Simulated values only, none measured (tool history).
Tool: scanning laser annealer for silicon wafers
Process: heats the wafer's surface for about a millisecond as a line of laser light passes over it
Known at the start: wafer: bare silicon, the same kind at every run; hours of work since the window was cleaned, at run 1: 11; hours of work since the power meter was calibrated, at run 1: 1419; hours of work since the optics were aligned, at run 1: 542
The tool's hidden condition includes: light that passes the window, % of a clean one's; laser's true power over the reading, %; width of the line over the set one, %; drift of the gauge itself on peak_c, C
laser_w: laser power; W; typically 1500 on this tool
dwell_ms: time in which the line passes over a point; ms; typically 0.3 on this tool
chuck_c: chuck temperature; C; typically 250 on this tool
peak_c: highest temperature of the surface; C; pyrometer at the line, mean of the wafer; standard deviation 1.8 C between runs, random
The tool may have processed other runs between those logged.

run    hour  laser_w  dwell_ms  chuck_c  hours of work since the window was cleaned  hours of work since the power meter was calibrated  hours of work since the optics were aligned  peak_c
  1       0     1500       0.3      250                                          11                                                1419                                          542    1007
  2   103.6     1500       0.3      250                                          88                                                1496                                          619     997
  3   172.4     1500       0.3      250                                         139                                                1547                                          670     987
  4   231.4     1500       0.3      250                                         183                                                1591                                          714     984
  5   334.1     1500       0.3      250                                         260                                                1667                                          790     977
      397.3  -- window over the wafer cleaned
  6   411.7     1500       0.3      250                                          11                                                1723                                          847    1005
  7   465.7     1500       0.3      250                                          51                                                1764                                          887     999
  8   512.6     1500       0.3      249                                          86                                                1798                                          921     997
  9   580.2     1500       0.3      249                                         136                                                1849                                          972     993
 10   645.9     1500       0.3      249                                         185                                                1897                                         1020     982
      703.5  -- optics aligned, line set to its width
 11   750.2     1463       0.3      249                                         258                                                1971                                           35     970
      813.5  -- window over the wafer cleaned
 12   839.4     1500       0.3      250                                          19                                                2036                                           99    1022
 13     887     1500       0.3      250                                          55                                                2071                                          135    1015
 14   959.6     1500       0.3      250                                         108                                                2125                                          189    1009
 15  1049.4     1500       0.3      257                                         175                                                2192                                          255    1010
 16  1125.2     1638       0.3      250                                         231                                                2248                                          312    1091
 17  1171.2     1500       0.3      268                                         266                                                2282                                          346    1013
     1228.9  -- window over the wafer cleaned
 18  1258.1     1500       0.3      268                                          22                                                2345                                          409    1034
 19  1354.1     1500       0.3      268                                          93                                                2416                                          480    1024
 20    1404     1500     0.259      226                                         130                                                2453                                          517     930
 21  1477.5     1586       0.3      250                                         185                                                2508                                          572    1055
 22  1552.5     1500     0.294      221                                         240                                                2564                                          627     950
 23  1605.4     1347     0.266      227                                         279                                                2603                                          667     828
     1646.6  -- window over the wafer cleaned
 24  1669.6     1347     0.266      227                                          17                                                2649                                          713     855
 25  1715.6     1516     0.244      214                                          51                                                2683                                          747     917
 26  1799.3     1516     0.244      214                                         113                                                2745                                          809     912
 27  1891.5     1516     0.302      214                                         182                                                2814                                          877     971
 28  1949.2     1516     0.302      214                                         225                                                2857                                          920     967
 29  2000.1     1635     0.264      244                                         262                                                2894                                          958    1024
     2065.5  -- window over the wafer cleaned
 30  2098.9     1575       0.3      253                                          25                                                2966                                         1030    1062
     2144.9  -- optics aligned, line set to its width
 31  2172.1     1561     0.282      253                                          75                                                3017                                           20    1046
 32  2243.7     1561     0.282      253                                         129                                                3070                                           73    1040
 33  2301.8     1342     0.282      225                                         172                                                3113                                          117     861
 34  2345.6     1500       0.3      259                                         204                                                3146                                          149    1012
 35  2406.1     1500     0.217      289                                         249                                                3191                                          194     936
     2481.4  -- window over the wafer cleaned
 36  2481.4     1286     0.302      278                                           0                                                3245                                          248     916
 37  2578.3     1286     0.302      278                                          72                                                3317                                          320     907

Hidden condition of the tool, last listed run before each entry between runs versus first listed run after:
After run 5, before run 6: window over the wafer cleaned (hour 397.3)
  light that passes the window, % of a clean one's: 96.7 -> 99.79; laser's true power over the reading, %: 0.86 -> 0.89; width of the line over the set one, %: 2.5 -> 2.68
  difference, measured minus the result without the unlogged condition, peak_c: -41 -> -11 C
After run 10, before run 11: optics aligned, line set to its width (hour 703.5)
  light that passes the window, % of a clean one's: 97.91 -> 97.06; laser's true power over the reading, %: 0.98 -> 1.02; width of the line over the set one, %: 3.19 -> 0.12
  difference, measured minus the result without the unlogged condition, peak_c: -33 -> -20 C
After run 11, before run 12: window over the wafer cleaned (hour 813.5)
  light that passes the window, % of a clean one's: 97.06 -> 99.7; laser's true power over the reading, %: 1.02 -> 1.06; width of the line over the set one, %: 0.12 -> 0.31
  difference, measured minus the result without the unlogged condition, peak_c: -20 -> +6 C
After run 17, before run 18: window over the wafer cleaned (hour 1228.9)
  light that passes the window, % of a clean one's: 97.02 -> 99.64; laser's true power over the reading, %: 1.19 -> 1.23; width of the line over the set one, %: 1.05 -> 1.23
  difference, measured minus the result without the unlogged condition, peak_c: -25 -> +1 C
After run 23, before run 24: window over the wafer cleaned (hour 1646.6)
  light that passes the window, % of a clean one's: 96.75 -> 99.78; laser's true power over the reading, %: 1.36 -> 1.39; width of the line over the set one, %: 2.02 -> 2.17
  difference, measured minus the result without the unlogged condition, peak_c: -27 -> -2 C
After run 29, before run 30: window over the wafer cleaned (hour 2065.5)
  light that passes the window, % of a clean one's: 97.08 -> 99.53; laser's true power over the reading, %: 1.52 -> 1.56; width of the line over the set one, %: 2.9 -> 3.1
  difference, measured minus the result without the unlogged condition, peak_c: -37 -> -11 C
After run 30, before run 31: optics aligned, line set to its width (hour 2144.9)
  light that passes the window, % of a clean one's: 99.53 -> 98.97; laser's true power over the reading, %: 1.56 -> 1.59; width of the line over the set one, %: 3.1 -> 0.1
  difference, measured minus the result without the unlogged condition, peak_c: -11 -> +5 C
After run 35, before run 36: window over the wafer cleaned (hour 2481.4)
  light that passes the window, % of a clean one's: 96.94 -> 99.91; laser's true power over the reading, %: 1.69 -> 1.72; width of the line over the set one, %: 0.62 -> 0.78
  difference, measured minus the result without the unlogged condition, peak_c: -16 -> +9 C

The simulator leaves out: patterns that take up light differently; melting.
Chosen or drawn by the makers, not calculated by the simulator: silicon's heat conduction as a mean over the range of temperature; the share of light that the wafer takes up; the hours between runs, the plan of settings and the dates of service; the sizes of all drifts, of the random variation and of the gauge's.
